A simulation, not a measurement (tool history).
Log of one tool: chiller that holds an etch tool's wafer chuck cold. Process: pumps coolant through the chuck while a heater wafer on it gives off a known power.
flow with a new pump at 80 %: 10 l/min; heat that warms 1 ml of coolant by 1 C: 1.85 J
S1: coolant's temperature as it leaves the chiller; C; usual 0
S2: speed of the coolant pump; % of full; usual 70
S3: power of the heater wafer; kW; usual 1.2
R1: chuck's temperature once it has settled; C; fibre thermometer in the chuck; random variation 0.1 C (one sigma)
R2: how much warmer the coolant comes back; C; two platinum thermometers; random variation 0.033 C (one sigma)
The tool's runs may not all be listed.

Run 1, day 0: usual settings. Result: R1 11 C, R2 4.67 C.
Run 2, day 6.329: usual settings. Result: R1 10.9 C, R2 4.71 C.
Run 3, day 8.946: usual settings. Result: R1 11.1 C, R2 4.68 C.
Run 4, day 14.371: usual settings but S3 0.74 kW. Result: R1 6.6 C, R2 2.91 C.
Run 5, day 17.646: usual settings but S2 84 % of full. Result: R1 9.4 C, R2 3.83 C.
Run 6, day 20.808: usual settings but S1 -1 C. Result: R1 9.9 C, R2 4.7 C.
Run 7, day 24: usual settings but S1 -1 C. Result: R1 10.2 C, R2 4.74 C.
Run 8, day 29.542: usual settings but S2 80 % of full. Result: R1 9.9 C, R2 4.1 C.
Run 9, day 32.938: usual settings but S2 80 % of full. Result: R1 10 C, R2 4.14 C.
Run 10, day 35.85: usual settings but S2 80 % of full. Result: R1 9.8 C, R2 4.13 C.
Run 11, day 40.896: usual settings but S1 9 C. Result: R1 20.3 C, R2 4.78 C.
Run 12, day 46.729: usual settings but S1 2 C. Result: R1 13.4 C, R2 4.77 C.
Run 13, day 50.975: usual settings but S1 2 C, S2 62 % of full. Result: R1 14.7 C, R2 5.4 C.
Run 14, day 54.371: usual settings but S1 2 C, S2 62 % of full. Result: R1 14.9 C, R2 5.43 C.
Run 15, day 58.279: usual settings. Result: R1 11.3 C, R2 4.87 C.
Run 16, day 63.792: usual settings. Result: R1 11.3 C, R2 4.8 C.
Run 17, day 68.958: usual settings but S1 1 C. Result: R1 12.5 C, R2 4.85 C.
Run 18, day 73.804: usual settings but S1 -5 C, S2 66 % of full. Result: R1 7.1 C, R2 5.15 C.
Run 19, day 80.029: usual settings but S1 -5 C, S2 66 % of full. Result: R1 7.2 C, R2 5.14 C.
Run 20, day 85.204: usual settings but S1 -2 C, S2 65 % of full, S3 0.987 kW. Result: R1 8.1 C, R2 4.32 C.
Run 21, day 91.288: usual settings but S1 5 C, S2 94 % of full. Result: R1 13.8 C, R2 3.56 C.
Run 22, day 97.446: usual settings but S3 0.686 kW. Result: R1 6.6 C, R2 2.79 C.
Run 23, day 100.988: usual settings but S1 7 C, S2 92 % of full, S3 0.999 kW. Result: R1 14.3 C, R2 3.03 C.
Run 24, day 104.979: usual settings but S1 7 C, S2 92 % of full, S3 0.999 kW. Result: R1 14.5 C, R2 3.05 C.
At day 106.629: chiller's thermometer calibrated.
Run 25, day 110.083: usual settings but S1 4 C, S2 75 % of full, S3 0.61 kW. Result: R1 9.7 C, R2 2.35 C.
Run 26, day 113.933: usual settings but S1 5 C, S2 94 % of full, S3 0.61 kW. Result: R1 9.7 C, R2 1.81 C.
Run 27, day 117.758: usual settings but S2 94 % of full, S3 0.61 kW. Result: R1 4.9 C, R2 1.86 C.
Run 28, day 121.729: usual settings but S1 -7 C, S3 0.786 kW. Result: R1 1.3 C, R2 3.25 C.
Run 29, day 127.842: usual settings but S1 -7 C, S2 76 % of full, S3 1.164 kW. Result: R1 4.4 C, R2 4.39 C.
Run 30, day 132.504: usual settings but S1 -7 C, S2 69 % of full, S3 1.312 kW. Result: R1 7.1 C, R2 5.5 C.
Run 31, day 135.925: usual settings but S1 4 C, S2 99 % of full, S3 1.312 kW. Result: R1 14 C, R2 3.64 C.

3 ways to go on from here, each from the tool as it stands after run 31. What would each give?
Run A, day 138.617: usual settings but S1 -2 C, S2 99 % of full, S3 1.312 kW. Result: R1 ?, R2 ?.
Run B, day 138.617: usual settings but S1 -3 C, S2 99 % of full, S3 1.312 kW. Result: R1 ?, R2 ?.
Run C, day 138.617: usual settings but S1 1 C, S2 61 % of full, S3 0.709 kW. Result: R1 ?, R2 ?.

run   R1    R2
  A  8.1  3.77
  B  7.1  3.69
  C  9.6  3.43
Without the tool's hidden state the same runs would have given:
run   R1    R2
  A  5.7  3.42
  B  4.8  3.34
  C  7.7   3.1

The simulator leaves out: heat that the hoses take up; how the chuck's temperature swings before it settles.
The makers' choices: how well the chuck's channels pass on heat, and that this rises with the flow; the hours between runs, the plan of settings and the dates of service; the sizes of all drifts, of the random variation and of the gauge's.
